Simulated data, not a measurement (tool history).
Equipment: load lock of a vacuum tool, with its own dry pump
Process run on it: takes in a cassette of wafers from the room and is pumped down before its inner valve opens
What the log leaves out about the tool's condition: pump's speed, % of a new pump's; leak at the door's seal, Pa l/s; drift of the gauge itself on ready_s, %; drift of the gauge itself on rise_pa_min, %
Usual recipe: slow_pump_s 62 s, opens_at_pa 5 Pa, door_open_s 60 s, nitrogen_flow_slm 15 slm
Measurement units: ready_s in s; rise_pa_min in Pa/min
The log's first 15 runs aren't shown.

run      day  slow_pump_s  opens_at_pa  door_open_s  nitrogen_flow_slm  hours that the pump has run since its overhaul  times that the door has closed on its seal  incoming humidity of the room's air, %  ready_s  rise_pa_min
 16   89.025           62            5           51                 15                                            6761                                       21375                                    47.2    178.4        0.446
 17   94.067           62            5           60                 15                                            6882                                       21922                                    44.8    180.0        0.449
 18  101.938           62            5           60                 15                                            7071                                       22777                                    44.6    177.4        0.473
 19  106.596           62            7           60                 15                                            7182                                       23282                                    42.7    174.2        0.495
     108.738  -- door's seal changed, seat wiped
 20  111.792           62            7           60                 13                                            7306                                         332                                    46.3    173.0        0.043
 21  117.675           90            7           82                  5                                            7447                                         970                                    44.8    194.9        0.064
 22  125.633           33            7          180                  5                                            7638                                        1834                                    47.5    153.0        0.122
 23  132.567           46            6           73                 36                                            7804                                        2587                                    47.0    167.6        0.050
 24  138.067           46            6           73                 36                                            7936                                        3184                                    42.8    163.9        0.051
 25  141.767           72            6          165                 44                                            8025                                        3586                                    46.0    185.0        0.082
 26  146.279           37            5           60                 11                                            8133                                        4076                                    43.5    163.3        0.073
 27  150.483           37            6           60                 13                                            8234                                        4532                                    41.3    159.9        0.078
 28  154.517           62            5           97                 17                                            8331                                        4970                                    45.9    181.6        0.095
 29  160.283           62            5           43                  7                                            8469                                        5596                                    45.1    179.7        0.091
 30  164.300           35            7           26                 21                                            8566                                        6032                                    44.4    157.2        0.077
 31  168.746          111            7           95                 18                                            8672                                        6515                                    47.6    213.2        0.111
 32  176.858           90            5          130                 19                                            8867                                        7396                                    45.5    201.5        0.136
 33  180.908           90            5           41                 14                                            8964                                        7835                                    45.7    202.0        0.112
 34  185.333           46           10          174                  8                                            9071                                        8316                                    47.5    160.2        0.187
 35  193.838           46           10          174                  8                                            9275                                        9239                                    44.2    162.2        0.201
 36  199.538           37            5          120                  8                                            9412                                        9858                                    45.4    163.3        0.197
 37  208.454           37            5          120                  8                                            9626                                       10826                                    46.4    165.8        0.214

Each row is a separate what-if for the run after 37, all from the same tool condition, not one after another. Results?
  A  214.592           37            8          120                  8                                            9773                                       11492                                    47.8        ?            ?
  B  214.592           60            5          119                 15                                            9773                                       11492                                    51.5        ?            ?
  C  214.592           62            9           60                  8                                            9773                                       11492                                    44.7        ?            ?

run  ready_s  rise_pa_min
  A    157.6        0.232
  B    183.0        0.226
  C    175.0        0.196
Take away the tool's hidden state, keep each run's random variation, and the runs would have read:
run  ready_s  rise_pa_min
  A    142.9        0.074
  B    168.1        0.067
  C    161.3        0.038

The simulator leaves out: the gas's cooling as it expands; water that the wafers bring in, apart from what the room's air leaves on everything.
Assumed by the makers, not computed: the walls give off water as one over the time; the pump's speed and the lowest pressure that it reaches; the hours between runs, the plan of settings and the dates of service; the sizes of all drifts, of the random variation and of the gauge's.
